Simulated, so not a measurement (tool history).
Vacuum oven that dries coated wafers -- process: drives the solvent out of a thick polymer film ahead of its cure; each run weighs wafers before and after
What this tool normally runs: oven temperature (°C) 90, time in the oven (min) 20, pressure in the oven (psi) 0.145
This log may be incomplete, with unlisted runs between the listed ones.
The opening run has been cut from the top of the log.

{"run": 2, "day": 0.538, "oven temperature (°C)": 90, "time in the oven (min)": 20, "pressure in the oven (psi)": 0.145, "solvent left in the film (%)": 2.03}
{"run": 3, "day": 1.783, "oven temperature (°C)": 90, "time in the oven (min)": 20, "pressure in the oven (psi)": 0.145, "solvent left in the film (%)": 2.04}
{"run": 4, "day": 3.008, "oven temperature (°C)": 90, "time in the oven (min)": 20, "pressure in the oven (psi)": 0.145, "solvent left in the film (%)": 1.97}
{"run": 5, "day": 3.596, "oven temperature (°C)": 90, "time in the oven (min)": 20, "pressure in the oven (psi)": 0.145, "solvent left in the film (%)": 2.08}
{"run": 6, "day": 4.662, "oven temperature (°C)": 90, "time in the oven (min)": 20, "pressure in the oven (psi)": 0.193, "solvent left in the film (%)": 2.48}
{"run": 7, "day": 5.658, "oven temperature (°C)": 90, "time in the oven (min)": 20, "pressure in the oven (psi)": 0.193, "solvent left in the film (%)": 2.38}
{"run": 8, "day": 6.617, "oven temperature (°C)": 99, "time in the oven (min)": 20, "pressure in the oven (psi)": 0.193, "solvent left in the film (%)": 1.34}
{"run": 9, "day": 7.304, "oven temperature (°C)": 99, "time in the oven (min)": 20, "pressure in the oven (psi)": 0.193, "solvent left in the film (%)": 1.35}
{"run": 10, "day": 8.108, "oven temperature (°C)": 99, "time in the oven (min)": 20, "pressure in the oven (psi)": 0.193, "solvent left in the film (%)": 1.28}
{"run": 11, "day": 9.067, "oven temperature (°C)": 99, "time in the oven (min)": 20, "pressure in the oven (psi)": 0.193, "solvent left in the film (%)": 1.34}
{"run": 12, "day": 10.375, "oven temperature (°C)": 90, "time in the oven (min)": 20, "pressure in the oven (psi)": 0.145, "solvent left in the film (%)": 2.02}
{"run": 13, "day": 11.004, "oven temperature (°C)": 90, "time in the oven (min)": 20, "pressure in the oven (psi)": 0.145, "solvent left in the film (%)": 2.1}
{"run": 14, "day": 11.779, "oven temperature (°C)": 89, "time in the oven (min)": 20, "pressure in the oven (psi)": 0.145, "solvent left in the film (%)": 2.27}
{"run": 15, "day": 12.704, "oven temperature (°C)": 89, "time in the oven (min)": 20, "pressure in the oven (psi)": 0.148, "solvent left in the film (%)": 2.32}
{"run": 16, "day": 13.362, "oven temperature (°C)": 90, "time in the oven (min)": 20, "pressure in the oven (psi)": 0.374, "solvent left in the film (%)": 3.53}
{"run": 17, "day": 14.183, "oven temperature (°C)": 90, "time in the oven (min)": 24, "pressure in the oven (psi)": 0.136, "solvent left in the film (%)": 1.67}

What will run 18 give?
{"run": 18, "day": 14.792, "oven temperature (°C)": 99, "time in the oven (min)": 24, "pressure in the oven (psi)": 0.136, "solvent left in the film (%)": "?"}

solvent left in the film (%): 0.87
On a tool with no hidden condition, and with the same random variation, this run would have come out at solvent left in the film (%) 0.73.
